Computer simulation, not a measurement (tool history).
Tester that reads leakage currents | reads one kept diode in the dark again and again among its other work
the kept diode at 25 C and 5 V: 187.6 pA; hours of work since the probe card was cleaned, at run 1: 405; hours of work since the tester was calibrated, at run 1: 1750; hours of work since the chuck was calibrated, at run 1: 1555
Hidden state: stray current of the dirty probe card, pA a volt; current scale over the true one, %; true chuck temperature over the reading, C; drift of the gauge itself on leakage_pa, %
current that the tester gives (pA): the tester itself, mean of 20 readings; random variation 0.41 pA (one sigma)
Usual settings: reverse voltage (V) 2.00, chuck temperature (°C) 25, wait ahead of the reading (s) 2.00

run	hour	reverse voltage (V)	chuck temperature (°C)	wait ahead of the reading (s)	hours of work since the probe card was cleaned	hours of work since the tester was calibrated	hours of work since the chuck was calibrated	current that the tester gives (pA)
1	0.0	2.00	25	2.00	405	1750	1555	125.03
2	173.0	2.00	25	2.00	486	1831	1636	125.29
3	327.6	2.00	25	0.38	558	1903	1708	125.24
4	497.1	2.00	25	7.37	637	1982	1787	124.58
5	640.6	2.00	25	7.37	704	2050	1854	124.03
6	789.4	2.00	25	4.81	774	2119	1924	123.79
7	941.5	2.00	25	4.81	845	2190	1995	122.97
8	1014.4	2.00	25	4.81	879	2224	2029	122.79
9	1089.8	2.00	25	4.81	915	2260	2065	123.42
# hour 1160.1: tester calibrated
10	1264.4	2.00	25	4.81	995	49	2145	126.21
11	1370.7	2.00	25	1.74	1045	99	2195	125.62
12	1503.7	2.00	25	1.74	1107	161	2257	126.08
13	1602.7	5.29	25	0.74	1154	207	2304	180.73
14	1707.3	4.42	29	1.27	1203	256	2353	231.68
15	1853.3	4.42	30	5.74	1271	324	2421	250.30

Hidden state at the last listed run before each entry between runs and at the first one after, where it differs:
Between runs 9 and 10: tester calibrated (hour 1160.1)
  stray current of the dirty probe card, pA a volt: 1.381 -> 1.503; current scale over the true one, %: -2.7 -> 0.07; true chuck temperature over the reading, C: -1.23 -> -1.28
  measured less the result without the state, current that the tester gives (pA): -14.26 -> -10.94
